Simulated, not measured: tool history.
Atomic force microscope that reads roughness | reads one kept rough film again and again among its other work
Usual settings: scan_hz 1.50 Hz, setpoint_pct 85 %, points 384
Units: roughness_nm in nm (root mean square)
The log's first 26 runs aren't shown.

run 27 hour=1526.9 | scan_hz=1.50 setpoint_pct=80 points=384 | roughness_nm=2.209
run 28 hour=1570.7 | scan_hz=1.50 setpoint_pct=80 points=384 | roughness_nm=2.244
run 29 hour=1614.2 | scan_hz=2.03 setpoint_pct=81 points=428 | roughness_nm=2.162
run 30 hour=1680.7 | scan_hz=2.64 setpoint_pct=60 points=667 | roughness_nm=2.307
-- hour=1734.4 new tip fitted
run 31 hour=1736.0 | scan_hz=0.61 setpoint_pct=85 points=384 | roughness_nm=2.309
run 32 hour=1818.3 | scan_hz=0.58 setpoint_pct=76 points=384 | roughness_nm=2.336
run 33 hour=1897.9 | scan_hz=1.50 setpoint_pct=57 points=556 | roughness_nm=2.343
run 34 hour=1962.1 | scan_hz=1.50 setpoint_pct=57 points=556 | roughness_nm=2.370
run 35 hour=2019.0 | scan_hz=1.95 setpoint_pct=55 points=382 | roughness_nm=2.346
-- hour=2066.2 new tip fitted
run 36 hour=2088.9 | scan_hz=0.72 setpoint_pct=67 points=482 | roughness_nm=2.367
run 37 hour=2123.4 | scan_hz=0.72 setpoint_pct=67 points=482 | roughness_nm=2.369
run 38 hour=2159.3 | scan_hz=2.21 setpoint_pct=77 points=833 | roughness_nm=2.189
run 39 hour=2200.4 | scan_hz=2.21 setpoint_pct=77 points=833 | roughness_nm=2.181
run 40 hour=2255.9 | scan_hz=3.99 setpoint_pct=80 points=312 | roughness_nm=1.955
run 41 hour=2337.4 | scan_hz=1.62 setpoint_pct=85 points=845 | roughness_nm=2.158
run 42 hour=2393.3 | scan_hz=0.81 setpoint_pct=85 points=336 | roughness_nm=2.269
-- hour=2398.4 new tip fitted
-- hour=2451.5 height scale calibrated on a step standard
run 43 hour=2472.5 | scan_hz=1.16 setpoint_pct=85 points=384 | roughness_nm=2.220
run 44 hour=2518.4 | scan_hz=0.81 setpoint_pct=60 points=802 | roughness_nm=2.397
run 45 hour=2552.4 | scan_hz=0.81 setpoint_pct=60 points=802 | roughness_nm=2.400
run 46 hour=2622.6 | scan_hz=0.81 setpoint_pct=60 points=802 | roughness_nm=2.391
run 47 hour=2661.7 | scan_hz=0.81 setpoint_pct=60 points=802 | roughness_nm=2.388
-- hour=2732.7 new tip fitted
run 48 hour=2735.9 | scan_hz=0.81 setpoint_pct=60 points=802 | roughness_nm=2.406

3 ways to go on from here, each from the tool as it stands after run 48. What would each give?
run A hour=2793.9 | scan_hz=0.81 setpoint_pct=60 points=633 | roughness_nm=?
run B hour=2793.9 | scan_hz=0.81 setpoint_pct=78 points=802 | roughness_nm=?
run C hour=2793.9 | scan_hz=1.66 setpoint_pct=79 points=381 | roughness_nm=?

run=A roughness_nm=2.403
run=B roughness_nm=2.334
run=C roughness_nm=2.222
Without the tool's hidden state the same runs would have given:
run=A roughness_nm=2.404
run=B roughness_nm=2.335
run=C roughness_nm=2.223
